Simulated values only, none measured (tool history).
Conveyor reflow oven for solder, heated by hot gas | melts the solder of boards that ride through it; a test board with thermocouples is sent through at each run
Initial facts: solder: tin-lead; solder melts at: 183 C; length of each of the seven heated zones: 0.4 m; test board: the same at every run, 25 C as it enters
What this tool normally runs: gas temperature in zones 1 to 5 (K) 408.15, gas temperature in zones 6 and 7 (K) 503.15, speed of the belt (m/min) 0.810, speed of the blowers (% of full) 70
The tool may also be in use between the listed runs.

run,hour,gas temperature in zones 1 to 5 (K),gas temperature in zones 6 and 7 (K),speed of the belt (m/min),speed of the blowers (% of full),highest temperature of the board (K),time above the solder's melting point (s)
1,0.0,408.15,503.15,0.810,70,483.15,39.6
2,18.0,408.15,503.15,0.810,70,483.55,38.5
# hour 38.0: flux residue cleaned out of gas plates and filters
3,42.2,408.15,503.15,0.810,70,486.15,41.2
4,58.1,408.15,503.15,0.810,70,486.15,42.1
5,68.7,408.15,503.15,0.810,70,485.95,41.4
6,88.7,408.15,503.15,0.810,70,485.85,41.6
7,101.7,408.15,503.15,0.810,70,485.95,41.1
8,120.9,408.15,503.15,0.810,70,485.35,41.6
9,140.9,408.15,503.15,0.810,70,485.45,41.1
10,152.7,408.15,503.15,0.810,70,486.15,40.7
11,161.6,408.15,506.15,0.810,65,487.25,41.8
12,175.4,408.15,506.15,0.810,65,486.45,41.0
13,187.8,408.15,506.15,0.810,65,486.55,41.9
14,204.8,408.15,506.15,0.810,70,488.15,43.5
15,222.7,417.15,509.15,0.810,70,491.75,47.7
16,234.3,417.15,509.15,0.850,71,490.45,44.9
17,254.0,417.15,501.15,0.751,61,484.95,46.2
18,268.1,396.15,503.15,0.802,59,479.35,34.1
19,283.6,396.15,503.15,0.802,59,480.85,33.2

Each row is a separate what-if for the run after 19, all from the same tool condition, not one after another. Results?
A,295.5,410.15,503.15,0.810,70,?,?
B,295.5,408.15,503.15,0.932,70,?,?
C,295.5,396.15,503.15,0.810,70,?,?
D,295.5,397.15,491.15,0.802,59,?,?
E,295.5,408.15,506.15,0.810,68,?,?

run,highest temperature of the board (K),time above the solder's melting point (s)
A,485.55,41.6
B,478.95,31.7
C,482.95,35.9
D,469.95,23.3
E,486.85,42.6
Stripped of hidden state, with their random variation kept, the same runs would have yielded:
run,highest temperature of the board (K),time above the solder's melting point (s)
A,488.65,43.5
B,482.15,33.9
C,486.25,38.2
D,472.85,26.7
E,489.95,44.5
